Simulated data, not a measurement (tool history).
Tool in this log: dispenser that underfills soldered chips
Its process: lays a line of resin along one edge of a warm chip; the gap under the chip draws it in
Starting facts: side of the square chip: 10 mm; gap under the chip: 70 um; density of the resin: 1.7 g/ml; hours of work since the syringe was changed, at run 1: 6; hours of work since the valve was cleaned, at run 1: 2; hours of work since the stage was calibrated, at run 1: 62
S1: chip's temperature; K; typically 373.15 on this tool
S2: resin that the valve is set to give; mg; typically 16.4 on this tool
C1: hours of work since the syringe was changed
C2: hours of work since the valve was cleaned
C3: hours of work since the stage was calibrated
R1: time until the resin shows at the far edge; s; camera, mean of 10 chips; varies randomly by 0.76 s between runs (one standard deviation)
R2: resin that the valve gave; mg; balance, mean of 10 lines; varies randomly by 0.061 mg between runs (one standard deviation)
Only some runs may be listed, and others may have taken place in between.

| run | day | S1 | S2 | C1 | C2 | C3 | R1 | R2 |
|---|---|---|---|---|---|---|---|---|
| 1 | 0.000 | 373.15 | 16.4 | 6 | 2 | 62 | 114.9 | 16.52 |
|  | 0.133 | new syringe of resin |
| 2 | 0.308 | 373.15 | 16.4 | 3 | 7 | 68 | 92.8 | 16.20 |
|  | 0.592 | new syringe of resin |
| 3 | 0.700 | 373.15 | 16.4 | 2 | 14 | 75 | 81.1 | 16.24 |
| 4 | 0.933 | 373.15 | 16.4 | 6 | 18 | 79 | 119.9 | 16.17 |
|  | 1.054 | new syringe of resin |
| 5 | 1.238 | 373.15 | 16.4 | 3 | 24 | 85 | 93.5 | 16.02 |
|  | 1.492 | new syringe of resin |
| 6 | 1.658 | 373.15 | 17.0 | 3 | 31 | 92 | 90.5 | 16.49 |
| 7 | 1.842 | 373.15 | 18.8 | 6 | 35 | 95 | 118.6 | 18.39 |
|  | 1.938 | new syringe of resin |
| 8 | 2.108 | 373.15 | 18.8 | 3 | 39 | 100 | 90.9 | 18.35 |
|  | 2.383 | new syringe of resin |
| 9 | 2.442 | 372.15 | 14.8 | 1 | 45 | 106 | 81.4 | 14.25 |
|  | 2.550 | dispensing valve cleaned and set on the balance |
| 10 | 2.679 | 370.15 | 18.0 | 5 | 2 | 110 | 114.0 | 18.12 |
|  | 2.867 | new syringe of resin |
| 11 | 3.083 | 382.15 | 16.4 | 4 | 10 | 117 | 70.0 | 16.32 |
|  | 3.308 | new syringe of resin |
| 12 | 3.308 | 373.15 | 20.1 | 0 | 13 | 121 | 66.2 | 19.91 |
| 13 | 3.571 | 368.15 | 19.8 | 5 | 18 | 125 | 123.5 | 19.60 |
|  | 3.762 | new syringe of resin |
| 14 | 3.958 | 384.15 | 16.4 | 4 | 25 | 132 | 62.9 | 16.08 |
|  | 4.208 | new syringe of resin |
| 15 | 4.208 | 365.15 | 17.1 | 0 | 30 | 137 | 94.5 | 16.83 |
| 16 | 4.500 | 369.15 | 17.1 | 5 | 35 | 142 | 127.4 | 16.54 |

Forecast each of these 4 alternatives for the next run:
|  | 4.654 | new syringe of resin |
| A | 4.788 | 364.15 | 19.6 | 2 | 40 | 147 | ? | ? |
|  | 4.654 | new syringe of resin |
| B | 4.788 | 368.15 | 14.0 | 2 | 40 | 147 | ? | ? |
|  | 4.654 | new syringe of resin |
| C | 4.788 | 378.15 | 17.1 | 2 | 40 | 147 | ? | ? |
|  | 4.654 | new syringe of resin |
| D | 4.788 | 376.15 | 17.1 | 2 | 40 | 147 | ? | ? |

| run | R1 | R2 |
|---|---|---|
| A | 118.1 | 19.09 |
| B | 110.1 | 13.50 |
| C | 68.5 | 16.53 |
| D | 76.7 | 16.55 |
Had the tool no hidden state, the same runs would have come out as:
| run | R1 | R2 |
|---|---|---|
| A | 96.9 | 19.71 |
| B | 89.3 | 13.94 |
| C | 55.8 | 17.07 |
| D | 62.6 | 17.08 |
